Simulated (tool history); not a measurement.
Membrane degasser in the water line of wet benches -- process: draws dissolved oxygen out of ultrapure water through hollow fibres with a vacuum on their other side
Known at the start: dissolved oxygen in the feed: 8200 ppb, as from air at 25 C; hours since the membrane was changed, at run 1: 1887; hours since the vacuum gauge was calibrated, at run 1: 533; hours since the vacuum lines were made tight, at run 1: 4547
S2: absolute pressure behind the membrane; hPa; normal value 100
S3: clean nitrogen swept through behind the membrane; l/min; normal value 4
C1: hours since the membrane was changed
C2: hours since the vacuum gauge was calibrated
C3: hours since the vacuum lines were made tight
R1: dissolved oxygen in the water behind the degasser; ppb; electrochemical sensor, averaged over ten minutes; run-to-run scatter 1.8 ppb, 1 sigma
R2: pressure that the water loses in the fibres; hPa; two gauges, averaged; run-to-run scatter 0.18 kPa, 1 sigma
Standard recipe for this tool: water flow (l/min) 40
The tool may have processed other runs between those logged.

Run 1, hour 0: usual settings; C1 1887; C2 533; C3 4547. Result: R1 193.3 ppb, R2 345.4 hPa.
Run 2, hour 36.1: usual settings but water flow (l/min) 46; C1 1924; C2 570; C3 4583. Result: R1 247.2 ppb, R2 397.3 hPa.
Run 3, hour 87.9: usual settings but water flow (l/min) 46; C1 1975; C2 621; C3 4635. Result: R1 246.9 ppb, R2 400 hPa.
Run 4, hour 121.5: usual settings but water flow (l/min) 46; C1 2009; C2 655; C3 4668. Result: R1 248.1 ppb, R2 400 hPa.
Run 5, hour 149.3: usual settings but water flow (l/min) 46; C1 2037; C2 683; C3 4696. Result: R1 243 ppb, R2 400.1 hPa.
Run 6, hour 190.5: usual settings but water flow (l/min) 28; C1 2078; C2 724; C3 4737. Result: R1 119.8 ppb, R2 245.1 hPa.
Run 7, hour 214.1: usual settings but water flow (l/min) 57; C1 2102; C2 748; C3 4761. Result: R1 353.5 ppb, R2 496.2 hPa.
Run 8, hour 240.2: usual settings; C1 2128; C2 774; C3 4787. Result: R1 194.9 ppb, R2 348.5 hPa.
Run 9, hour 273.3: usual settings but water flow (l/min) 35; C1 2161; C2 807; C3 4820. Result: R1 159.4 ppb, R2 301.2 hPa.
At hour 276.2: vacuum gauge calibrated.
Run 10, hour 296.2: usual settings; C1 2183; C2 20; C3 4843. Result: R1 192.4 ppb, R2 346.5 hPa.
Run 11, hour 325.9: usual settings; C1 2213; C2 50; C3 4872. Result: R1 196.3 ppb, R2 350.7 hPa.
Run 12, hour 351.4: usual settings; C1 2238; C2 75; C3 4898. Result: R1 193.7 ppb, R2 349.1 hPa.
At hour 376.4: vacuum gauge calibrated, once more.
Run 13, hour 405.5: usual settings; C1 2292; C2 29; C3 4951. Result: R1 195.4 ppb, R2 350.5 hPa.
Run 14, hour 436.2: usual settings; C1 2323; C2 60; C3 4982. Result: R1 191.3 ppb, R2 344.7 hPa.
Run 15, hour 483.5: usual settings; C1 2370; C2 107; C3 5029. Result: R1 194.8 ppb, R2 344.5 hPa.
Run 16, hour 515: usual settings; C1 2401; C2 139; C3 5061. Result: R1 196.5 ppb, R2 347.9 hPa.
Run 17, hour 551: usual settings; C1 2437; C2 175; C3 5097. Result: R1 192.3 ppb, R2 350.8 hPa.
Run 18, hour 599: usual settings; C1 2485; C2 223; C3 5145. Result: R1 191.5 ppb, R2 350.4 hPa.
Run 19, hour 636.8: usual settings but water flow (l/min) 28, S2 82 hPa, S3 2.73 l/min; C1 2523; C2 260; C3 5183. Result: R1 125.5 ppb, R2 244.1 hPa.
Run 20, hour 662.5: usual settings but water flow (l/min) 28, S2 82 hPa, S3 2.73 l/min; C1 2549; C2 286; C3 5208. Result: R1 126.2 ppb, R2 242.4 hPa.
Run 21, hour 685: usual settings but water flow (l/min) 33, S2 124 hPa, S3 2.95 l/min; C1 2571; C2 309; C3 5231. Result: R1 250.9 ppb, R2 287.6 hPa.
Run 22, hour 720.7: usual settings but S2 61 hPa; C1 2607; C2 344; C3 5267. Result: R1 105.8 ppb, R2 348.8 hPa.
Run 23, hour 743.5: usual settings but water flow (l/min) 33, S2 68 hPa, S3 4.24 l/min; C1 2630; C2 367; C3 5289. Result: R1 82.5 ppb, R2 288.1 hPa.
Run 24, hour 769.4: usual settings but water flow (l/min) 64, S2 72 hPa, S3 4.73 l/min; C1 2656; C2 393; C3 5315. Result: R1 327.7 ppb, R2 558.4 hPa.
At hour 805: seals of the vacuum lines changed.
Run 25, hour 805: usual settings but water flow (l/min) 64, S2 72 hPa, S3 4.73 l/min; C1 2689; C2 427; C3 0. Result: R1 333.7 ppb, R2 553.5 hPa.
Run 26, hour 850: usual settings but water flow (l/min) 48, S2 139 hPa, S3 4.03 l/min; C1 2734; C2 472; C3 45. Result: R1 366.7 ppb, R2 419.2 hPa.
Run 27, hour 872: usual settings but water flow (l/min) 64, S2 103 hPa, S3 3.34 l/min; C1 2756; C2 494; C3 67. Result: R1 505.5 ppb, R2 554.8 hPa.
Run 28, hour 902.1: usual settings but water flow (l/min) 64, S2 147 hPa, S3 9.59 l/min; C1 2786; C2 524; C3 97. Result: R1 384.5 ppb, R2 559.2 hPa.
Run 29, hour 944.9: usual settings but water flow (l/min) 64, S2 147 hPa, S3 2.3 l/min; C1 2829; C2 566; C3 140. Result: R1 821.9 ppb, R2 560.5 hPa.
Run 30, hour 970.2: usual settings but water flow (l/min) 27, S3 9.31 l/min; C1 2855; C2 592; C3 165. Result: R1 52.9 ppb, R2 236.5 hPa.
Run 31, hour 995.3: usual settings but water flow (l/min) 27, S3 9.31 l/min; C1 2880; C2 617; C3 190. Result: R1 53.6 ppb, R2 233.8 hPa.
Run 32, hour 1043.4: usual settings but water flow (l/min) 30, S2 64 hPa, S3 7.38 l/min; C1 2928; C2 665; C3 238. Result: R1 41.5 ppb, R2 265.8 hPa.

Subtracting, for every run, the result it would have given without the tool's unlogged condition from the measured result gives the following. The same run-to-run variation enters both numbers; the gauge's scatter may not:
Hidden conditions of the tool in this case: membrane still open, %; true pressure behind the membrane over the reading, kPa; air that leaks in behind the membrane, l/min; drift of the gauge itself on oxygen_ppb, %; drift of the gauge itself on loss_of_pressure_kpa, %.
run     R1     R2
  1   +3.8   +5.5
  2   +5.8   +6.4
  3     +6   +6.6
  4   +6.2   +6.8
  5   +6.1   +6.8
  6   +1.7   +4.3
  7  +10.8   +8.7
  8   +4.5   +6.2
  9   +3.1   +5.5
 10   +4.9   +6.3
 11     +5   +6.5
 12     +5   +6.5
 13   +4.6   +6.7
 14   +4.6   +6.7
 15   +4.9   +6.9
 16     +5     +7
 17     +5   +7.2
 18     +5   +7.3
 19   +2.2   +5.2
 20   +2.2   +5.2
 21   +3.7   +6.2
 22   +5.3   +7.6
 23   +2.9   +6.4
 24  +17.7  +12.4
 25    +18  +12.5
 26   +8.9   +9.7
 27  +18.5    +13
 28  +17.8  +13.1
 29  +17.9  +13.4
 30   +1.1   +5.7
 31   +1.2   +5.7
 32     +2   +6.5
